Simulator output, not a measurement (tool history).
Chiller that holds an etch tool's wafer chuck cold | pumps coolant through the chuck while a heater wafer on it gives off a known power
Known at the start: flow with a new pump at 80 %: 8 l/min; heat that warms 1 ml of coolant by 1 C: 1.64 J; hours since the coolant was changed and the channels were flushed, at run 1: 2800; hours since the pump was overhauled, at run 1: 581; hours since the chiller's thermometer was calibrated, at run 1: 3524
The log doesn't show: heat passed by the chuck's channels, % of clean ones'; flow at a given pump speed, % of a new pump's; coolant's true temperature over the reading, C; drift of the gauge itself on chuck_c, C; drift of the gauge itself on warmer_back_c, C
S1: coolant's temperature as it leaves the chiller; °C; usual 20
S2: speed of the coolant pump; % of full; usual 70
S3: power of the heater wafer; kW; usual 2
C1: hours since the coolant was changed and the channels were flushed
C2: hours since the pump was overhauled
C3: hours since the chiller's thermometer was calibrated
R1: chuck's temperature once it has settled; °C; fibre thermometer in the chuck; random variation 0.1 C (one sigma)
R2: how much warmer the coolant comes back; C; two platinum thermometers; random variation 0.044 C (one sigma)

run	day	S1	S2	S3	C1	C2	C3	R1	R2
1	0	20	70	2	2800	581	3524	39.6	10.67
2	3.175	20	70	2	2876	658	3600	39.9	10.6
3	8.804	20	70	2	3011	793	3736	39.9	10.63
4	15.742	20	70	2	3177	959	3902	39.8	10.72
5	22.029	20	70	2	3328	1110	4053	40	10.72
6	27.871	20	63	2	3468	1250	4193	42.1	11.97
7	31.071	20	63	2	3545	1327	4270	41.9	11.97
8	34.546	20	82	2	3629	1411	4353	38	9.14
9	41.629	20	70	1.205	3799	1581	4523	32.3	6.54
10	47.412	14	70	2.715	3937	1719	4662	41.8	14.67
# day 52.162: chiller's thermometer calibrated
11	52.162	25	70	2	4050	1832	0	45.4	10.79
12	56.175	16	69	2	4147	1929	96	36.5	10.99
13	60.546	29	66	2	4252	2034	201	50.4	11.56
14	65.183	10	66	1.534	4363	2145	312	26.3	8.88
15	71.375	10	66	1.534	4512	2293	461	26.7	8.92
16	75.942	20	69	2	4621	2403	571	41.1	11.11
17	81.3	20	69	2	4750	2532	699	41.2	11.14
18	86.238	13	78	1.499	4868	2650	818	27.6	7.35

The same runs without the tool's hidden state, with the same run-to-run variation:
run	R1	R2
1	37.9	10.58
2	38.1	10.49
3	38.1	10.5
4	37.9	10.56
5	37.9	10.53
6	39.8	11.74
7	39.5	11.72
8	35.9	8.94
9	30.7	6.37
10	38.4	14.27
11	43.1	10.47
12	34.1	10.66
13	47.8	11.19
14	24.3	8.58
15	24.6	8.59
16	38.2	10.68
17	38.2	10.69
18	25.5	7.03
